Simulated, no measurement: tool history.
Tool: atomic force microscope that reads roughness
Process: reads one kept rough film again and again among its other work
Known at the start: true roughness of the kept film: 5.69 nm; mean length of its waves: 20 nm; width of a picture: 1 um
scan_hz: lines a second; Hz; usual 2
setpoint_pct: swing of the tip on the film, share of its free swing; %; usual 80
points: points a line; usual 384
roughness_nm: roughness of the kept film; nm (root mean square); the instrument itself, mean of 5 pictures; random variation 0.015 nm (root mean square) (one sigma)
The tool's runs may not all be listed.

run   hour  scan_hz  setpoint_pct  points  roughness_nm
  1      0        2            80     384         3.301
  2   21.6        2            80     384         3.083
  3   35.7        2            80     384         2.947
  4   52.5        2            80     384          2.82
  5   71.9        2            68     384         2.802
  6   90.2     0.75            80     384         2.728
  7  100.4        2            80     686         2.494
     112.2  -- new tip fitted
  8  113.8        2            80     686         3.558
  9  133.8        2            80     298          3.24
 10  147.3        2            80     298          3.08
 11    166     0.71            80     384          3.23
 12  180.9        2            80     384         2.843
 13  201.9        2            65     384         2.901
 14  218.2     2.85            80     566         2.487
 15  232.7        2            86     384         2.396
     249.6  -- new tip fitted
 16  254.4        2            86     384         3.351
 17  272.5     3.95            82     384         2.864
 18  282.6     3.95            82     384         2.765
 19  298.4     1.73            76     985         3.166
 20  308.9     0.85            59     985         3.262
 21  330.8     0.94            80     381         2.923

Run 22 comes next. What will it give?
 22  340.9     2.36            64     639             ?

{"run 22": {"roughness_nm": 2.897}}
Without the tool's hidden state the same run would have given roughness_nm 3.838 nm (root mean square).
